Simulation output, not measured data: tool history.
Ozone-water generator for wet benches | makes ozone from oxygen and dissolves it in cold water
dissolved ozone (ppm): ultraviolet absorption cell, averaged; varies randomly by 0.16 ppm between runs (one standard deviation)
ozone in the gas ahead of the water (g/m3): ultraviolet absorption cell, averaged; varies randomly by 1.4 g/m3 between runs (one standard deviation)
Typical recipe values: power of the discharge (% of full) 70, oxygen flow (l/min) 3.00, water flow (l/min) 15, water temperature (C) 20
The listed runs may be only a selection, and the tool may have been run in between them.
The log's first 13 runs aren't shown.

run     day  power of the discharge (% of full)  oxygen flow (l/min)  water flow (l/min)  water temperature (C)  dissolved ozone (ppm)  ozone in the gas ahead of the water (g/m3)
 14  37.938                                  70                 4.69                  15                     20                   21.1                                       211.2
     38.288  -- contactor cleaned
 15  40.704                                  69                 3.00                  15                     20                   19.2                                       247.7
 16  43.250                                  69                 3.00                  15                     20                   19.6                                       246.7
     44.533  -- contactor cleaned, once more
 17  47.267                                  55                 2.27                  15                     17                   16.9                                       241.4
 18  49.783                                  56                 3.00                  15                     21                   17.3                                       222.6
 19  51.596                                  46                 2.84                   9                     27                   20.9                                       202.2
 20  55.383                                  46                 2.84                   9                     27                   21.0                                       203.0
 21  59.608                                  70                 3.00                  14                     20                   20.9                                       247.1
 22  62.196                                  44                 3.55                  15                     17                   16.7                                       182.3
 23  66.471                                  44                 3.55                  15                     17                   16.5                                       180.2
 24  70.700                                  44                 3.55                  15                     17                   16.6                                       180.0
 25  72.921                                  44                 3.55                  15                     17                   16.6                                       181.3
 26  76.796                                  44                 3.55                  15                     17                   16.8                                       181.1
 27  81.088                                  44                 3.55                  15                     17                   16.4                                       181.5
 28  84.925                                  44                 3.55                  15                     17                   16.5                                       178.8
 29  87.933                                  44                 2.99                  15                     14                   16.6                                       193.1
 30  90.688                                  98                 2.99                  12                     14                   30.0                                       291.9
 31  94.608                                  70                 3.00                  18                     20                   16.5                                       243.2
 32  98.504                                  70                 5.06                  18                     20                   18.1                                       199.2

Predict each of these 4 candidate next runs independently; none follows another, all start after run 32:
     100.500  -- water thermometer calibrated
  A  102.246                                  48                 5.19                   9                     20                      ?                                           ?
     100.500  -- water thermometer calibrated
  B  102.246                                  59                 2.52                  22                     20                      ?                                           ?
     100.500  -- water thermometer calibrated
  C  102.246                                  58                 3.00                  16                     20                      ?                                           ?
     100.500  -- water thermometer calibrated
  D  102.246                                  74                 1.85                  15                     25                      ?                                           ?

run  dissolved ozone (ppm)  ozone in the gas ahead of the water (g/m3)
  A                   24.2                                       162.8
  B                   11.8                                       236.6
  C                   16.6                                       220.2
  D                   16.5                                       299.9
Take away the tool's hidden state, keep each run's random variation, and the runs would have read:
run  dissolved ozone (ppm)  ozone in the gas ahead of the water (g/m3)
  A                   25.6                                       170.1
  B                   12.6                                       248.7
  C                   17.7                                       231.4
  D                   17.7                                       317.4
